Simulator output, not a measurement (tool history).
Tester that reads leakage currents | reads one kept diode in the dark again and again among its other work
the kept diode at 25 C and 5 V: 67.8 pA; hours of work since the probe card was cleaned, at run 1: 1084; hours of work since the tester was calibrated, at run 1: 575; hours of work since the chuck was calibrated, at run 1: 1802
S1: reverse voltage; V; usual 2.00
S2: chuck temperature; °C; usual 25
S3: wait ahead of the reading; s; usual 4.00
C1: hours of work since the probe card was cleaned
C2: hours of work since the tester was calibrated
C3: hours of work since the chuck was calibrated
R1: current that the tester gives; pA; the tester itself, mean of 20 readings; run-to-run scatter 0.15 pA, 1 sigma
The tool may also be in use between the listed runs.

{"run": 1, "hour": 0.0, "S1": 2.0, "S2": 25, "S3": 4.0, "C1": 1084, "C2": 575, "C3": 1802, "R1": 43.39}
{"run": 2, "hour": 43.5, "S1": 2.0, "S2": 25, "S3": 4.0, "C1": 1108, "C2": 599, "C3": 1826, "R1": 43.32}
{"run": 3, "hour": 72.2, "S1": 2.0, "S2": 26, "S3": 4.0, "C1": 1124, "C2": 615, "C3": 1842, "R1": 47.36}
{"run": 4, "hour": 106.2, "S1": 2.0, "S2": 26, "S3": 4.0, "C1": 1143, "C2": 634, "C3": 1861, "R1": 47.43}
{"run": 5, "hour": 135.0, "S1": 2.0, "S2": 26, "S3": 4.0, "C1": 1159, "C2": 650, "C3": 1877, "R1": 47.18}
{"run": 6, "hour": 186.5, "S1": 2.0, "S2": 21, "S3": 4.0, "C1": 1188, "C2": 679, "C3": 1906, "R1": 30.4}
{"run": 7, "hour": 229.1, "S1": 6.17, "S2": 21, "S3": 4.0, "C1": 1212, "C2": 703, "C3": 1930, "R1": 51.73}
{"hour": 273.5, "done": "probe card cleaned and baked"}
{"run": 8, "hour": 284.0, "S1": 6.17, "S2": 21, "S3": 4.0, "C1": 6, "C2": 732, "C3": 1959, "R1": 42.71}
{"hour": 289.2, "done": "chuck's temperature calibrated"}
{"run": 9, "hour": 338.9, "S1": 1.47, "S2": 22, "S3": 1.25, "C1": 35, "C2": 762, "C3": 28, "R1": 24.04}
{"run": 10, "hour": 363.6, "S1": 12.0, "S2": 25, "S3": 4.0, "C1": 49, "C2": 775, "C3": 42, "R1": 73.17}
{"run": 11, "hour": 390.2, "S1": 12.0, "S2": 25, "S3": 4.0, "C1": 64, "C2": 790, "C3": 56, "R1": 73.07}
{"run": 12, "hour": 419.4, "S1": 12.0, "S2": 25, "S3": 4.0, "C1": 80, "C2": 807, "C3": 73, "R1": 73.58}
{"run": 13, "hour": 444.9, "S1": 2.0, "S2": 50, "S3": 2.64, "C1": 95, "C2": 821, "C3": 87, "R1": 327.9}
{"run": 14, "hour": 484.1, "S1": 2.0, "S2": 28, "S3": 4.0, "C1": 117, "C2": 843, "C3": 109, "R1": 47.32}
{"run": 15, "hour": 505.9, "S1": 1.88, "S2": 25, "S3": 5.73, "C1": 129, "C2": 855, "C3": 121, "R1": 34.77}
{"hour": 512.5, "done": "chuck's temperature calibrated, once more"}
{"run": 16, "hour": 537.3, "S1": 1.88, "S2": 25, "S3": 5.73, "C1": 145, "C2": 871, "C3": 14, "R1": 47.54}

What if the next run were any one of these 4? Each begins from the tool's condition after run 16:
{"run": "A", "hour": 576.8, "S1": 1.88, "S2": 20, "S3": 5.73, "C1": 167, "C2": 894, "C3": 36, "R1": "?"}
{"run": "B", "hour": 576.8, "S1": 1.2, "S2": 31, "S3": 5.73, "C1": 167, "C2": 894, "C3": 36, "R1": "?"}
{"run": "C", "hour": 576.8, "S1": 1.34, "S2": 49, "S3": 1.09, "C1": 167, "C2": 894, "C3": 36, "R1": "?"}
{"run": "D", "hour": 576.8, "S1": 1.06, "S2": 21, "S3": 1.03, "C1": 167, "C2": 894, "C3": 36, "R1": "?"}

run=A R1=29.26
run=B R1=68.90
run=C R1=336.63
run=D R1=26.09
With no hidden state in the tool, these same runs would have given:
run=A R1=28.57
run=B R1=67.97
run=C R1=333.26
run=D R1=25.60
